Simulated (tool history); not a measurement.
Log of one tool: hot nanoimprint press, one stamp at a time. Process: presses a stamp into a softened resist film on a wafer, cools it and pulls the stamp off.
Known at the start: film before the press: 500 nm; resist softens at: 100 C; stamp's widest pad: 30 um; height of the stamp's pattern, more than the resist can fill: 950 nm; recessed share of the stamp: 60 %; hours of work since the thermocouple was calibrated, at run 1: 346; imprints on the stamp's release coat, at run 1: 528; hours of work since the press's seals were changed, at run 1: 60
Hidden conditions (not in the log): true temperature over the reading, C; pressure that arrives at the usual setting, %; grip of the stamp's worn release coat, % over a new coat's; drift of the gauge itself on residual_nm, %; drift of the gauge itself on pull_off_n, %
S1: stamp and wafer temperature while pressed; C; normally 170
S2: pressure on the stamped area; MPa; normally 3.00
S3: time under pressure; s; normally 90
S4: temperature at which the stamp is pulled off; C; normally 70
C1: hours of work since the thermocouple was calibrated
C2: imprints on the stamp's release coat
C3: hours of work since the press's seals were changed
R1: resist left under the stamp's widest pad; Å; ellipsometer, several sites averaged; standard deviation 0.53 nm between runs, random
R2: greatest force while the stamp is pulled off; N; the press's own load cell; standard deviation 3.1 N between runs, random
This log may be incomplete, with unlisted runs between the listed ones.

run 1 hour=0.0 | S1=170 S2=3.00 S3=90 S4=70 | C1=346 C2=528 C3=60 | R1=2396 R2=223
-- hour=15.5 stamp cleaned and given a new release coat
run 2 hour=30.5 | S1=170 S2=3.33 S3=90 S4=70 | C1=364 C2=73 C3=78 | R1=2261 R2=205
run 3 hour=67.5 | S1=170 S2=3.33 S3=90 S4=70 | C1=392 C2=254 C3=106 | R1=2264 R2=217
run 4 hour=93.7 | S1=170 S2=3.33 S3=90 S4=70 | C1=412 C2=382 C3=126 | R1=2258 R2=218
run 5 hour=131.9 | S1=170 S2=3.33 S3=90 S4=70 | C1=440 C2=568 C3=154 | R1=2252 R2=231
-- hour=140.9 stamp cleaned and given a new release coat
-- hour=155.0 plate thermocouple calibrated
run 6 hour=167.0 | S1=170 S2=3.33 S3=90 S4=70 | C1=9 C2=113 C3=174 | R1=2222 R2=202
run 7 hour=198.3 | S1=170 S2=3.00 S3=90 S4=70 | C1=33 C2=266 C3=198 | R1=2355 R2=209
run 8 hour=249.3 | S1=170 S2=3.00 S3=90 S4=70 | C1=71 C2=515 C3=236 | R1=2348 R2=219
-- hour=267.3 plate thermocouple calibrated, once more
-- hour=273.3 stamp cleaned and given a new release coat
run 9 hour=286.0 | S1=170 S2=3.00 S3=90 S4=70 | C1=10 C2=62 C3=257 | R1=2492 R2=202
run 10 hour=318.3 | S1=170 S2=3.00 S3=86 S4=70 | C1=34 C2=220 C3=281 | R1=2510 R2=210
run 11 hour=345.2 | S1=170 S2=3.00 S3=86 S4=70 | C1=54 C2=351 C3=301 | R1=2510 R2=218
-- hour=399.0 stamp cleaned and given a new release coat
run 12 hour=399.3 | S1=170 S2=3.00 S3=86 S4=70 | C1=90 C2=1 C3=338 | R1=2508 R2=200
run 13 hour=421.5 | S1=170 S2=3.00 S3=86 S4=70 | C1=107 C2=109 C3=354 | R1=2507 R2=211
run 14 hour=453.0 | S1=163 S2=3.00 S3=90 S4=70 | C1=131 C2=263 C3=378 | R1=2942 R2=215
run 15 hour=494.5 | S1=170 S2=3.00 S3=90 S4=70 | C1=162 C2=466 C3=409 | R1=2462 R2=226
-- hour=522.5 stamp cleaned and given a new release coat
run 16 hour=542.3 | S1=171 S2=4.60 S3=53 S4=63 | C1=194 C2=96 C3=441 | R1=2278 R2=225
run 17 hour=573.2 | S1=180 S2=2.06 S3=53 S4=63 | C1=217 C2=247 C3=464 | R1=2789 R2=237
run 18 hour=596.7 | S1=179 S2=4.73 S3=109 S4=63 | C1=235 C2=362 C3=482 | R1=1419 R2=241
run 19 hour=626.1 | S1=179 S2=4.73 S3=109 S4=55 | C1=257 C2=505 C3=504 | R1=1421 R2=269
-- hour=646.7 stamp cleaned and given a new release coat
run 20 hour=659.7 | S1=161 S2=2.04 S3=109 S4=55 | C1=278 C2=63 C3=525 | R1=3444 R2=244
-- hour=691.8 press's hydraulic seals changed and the load cell set to zero
run 21 hour=691.8 | S1=161 S2=2.04 S3=109 S4=55 | C1=296 C2=181 C3=0 | R1=3408 R2=247
run 22 hour=732.4 | S1=170 S2=3.00 S3=45 S4=65 | C1=326 C2=379 C3=31 | R1=2967 R2=239
run 23 hour=767.9 | S1=170 S2=2.39 S3=90 S4=70 | C1=353 C2=553 C3=57 | R1=2706 R2=221
-- hour=781.3 stamp cleaned and given a new release coat
run 24 hour=803.6 | S1=170 S2=2.39 S3=90 S4=70 | C1=375 C2=110 C3=80 | R1=2705 R2=203
run 25 hour=829.6 | S1=170 S2=3.00 S3=74 S4=56 | C1=395 C2=236 C3=99 | R1=2554 R2=247
run 26 hour=857.7 | S1=170 S2=2.57 S3=56 S4=59 | C1=416 C2=374 C3=120 | R1=3000 R2=252
run 27 hour=886.5 | S1=169 S2=2.12 S3=65 S4=77 | C1=438 C2=514 C3=142 | R1=3203 R2=196
-- hour=904.4 stamp cleaned and given a new release coat
-- hour=913.7 plate thermocouple calibrated
run 28 hour=944.3 | S1=165 S2=2.12 S3=65 S4=67 | C1=23 C2=181 C3=179 | R1=3560 R2=228
run 29 hour=988.8 | S1=169 S2=2.39 S3=56 S4=68 | C1=57 C2=398 C3=212 | R1=3252 R2=226
-- hour=1032.5 stamp cleaned and given a new release coat
run 30 hour=1034.6 | S1=175 S2=3.64 S3=59 S4=60 | C1=87 C2=10 C3=242 | R1=2271 R2=233

Each row is a separate what-if for the run after 30, all from the same tool condition, not one after another. Results?
run A hour=1064.9 | S1=180 S2=3.00 S3=46 S4=70 | C1=109 C2=158 C3=265 | R1=? R2=?
run B hour=1064.9 | S1=175 S2=2.78 S3=162 S4=60 | C1=109 C2=158 C3=265 | R1=? R2=?
run C hour=1064.9 | S1=175 S2=4.10 S3=59 S4=60 | C1=109 C2=158 C3=265 | R1=? R2=?

run=A R1=2434 R2=209
run=B R1=1872 R2=235
run=C R1=2122 R2=236
With no hidden state in the tool, these same runs would have given:
run=A R1=2422 R2=203
run=B R1=1866 R2=227
run=C R1=2103 R2=228
